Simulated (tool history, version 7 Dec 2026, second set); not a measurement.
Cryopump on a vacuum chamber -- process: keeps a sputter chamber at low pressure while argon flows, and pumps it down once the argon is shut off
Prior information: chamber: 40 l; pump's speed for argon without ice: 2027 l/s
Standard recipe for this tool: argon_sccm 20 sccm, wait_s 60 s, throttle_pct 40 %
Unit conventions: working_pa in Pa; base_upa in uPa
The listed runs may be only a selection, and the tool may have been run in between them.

run,hour,argon_sccm,wait_s,throttle_pct,working_pa,base_upa
1,0,20,60,40,0.0427,1.36
2,43.3,20,60,40,0.0431,1.42
3,111.8,20,60,40,0.0432,1.43
4,182.9,20,289,40,0.0433,0.55
5,240,20,289,40,0.0434,0.52
6,277,20,60,40,0.0442,1.49
7,349.7,20,60,40,0.0441,1.48
8,397.7,20,60,40,0.0442,1.46
9,444.8,20,60,40,0.0441,1.51
10,501.7,20,60,40,0.0444,1.53
11,559.7,20,60,40,0.0447,1.5
12,619.6,20,60,40,0.0448,1.52
13,687.8,20,60,40,0.045,1.59
14,738.2,20,60,40,0.0448,1.54
15,780.9,13,60,48,0.024,1.57
16,816.9,10,52,40,0.0228,1.75
# hour 900.2: pump warmed up, emptied and cooled again
17,901.6,16,288,21,0.0637,0.64
18,971.3,18,156,15,0.1011,0.81
19,1014.9,36,53,59,0.0515,1.69
20,1062,36,53,59,0.0519,1.71
21,1114.6,36,53,59,0.0522,1.72
22,1189.9,20,55,40,0.0421,1.68
23,1272.9,20,94,27,0.063,1.18
24,1346.9,33,26,32,0.0878,3.13
25,1418.1,20,157,54,0.0326,0.9
26,1475.3,20,157,54,0.0326,0.95
# hour 1483.6: leaking fittings of the chamber tightened, without venting
27,1512.4,37,22,54,0.0596,3.25

Consider 3 possible next runs. They are alternatives, not a sequence: every one starts from the tool as it was left by run 27. What does each give?
A,1577.1,35,92,32,?,?
B,1577.1,18,22,54,?,?
C,1577.1,36,149,37,?,?

run,working_pa,base_upa
A,0.0943,0.93
B,0.0294,3.32
C,0.0846,0.63
The same runs, with their run-to-run variation unchanged, on a tool lacking any hidden condition would have given:
run,working_pa,base_upa
A,0.0911,0.88
B,0.0277,3.27
C,0.0813,0.58

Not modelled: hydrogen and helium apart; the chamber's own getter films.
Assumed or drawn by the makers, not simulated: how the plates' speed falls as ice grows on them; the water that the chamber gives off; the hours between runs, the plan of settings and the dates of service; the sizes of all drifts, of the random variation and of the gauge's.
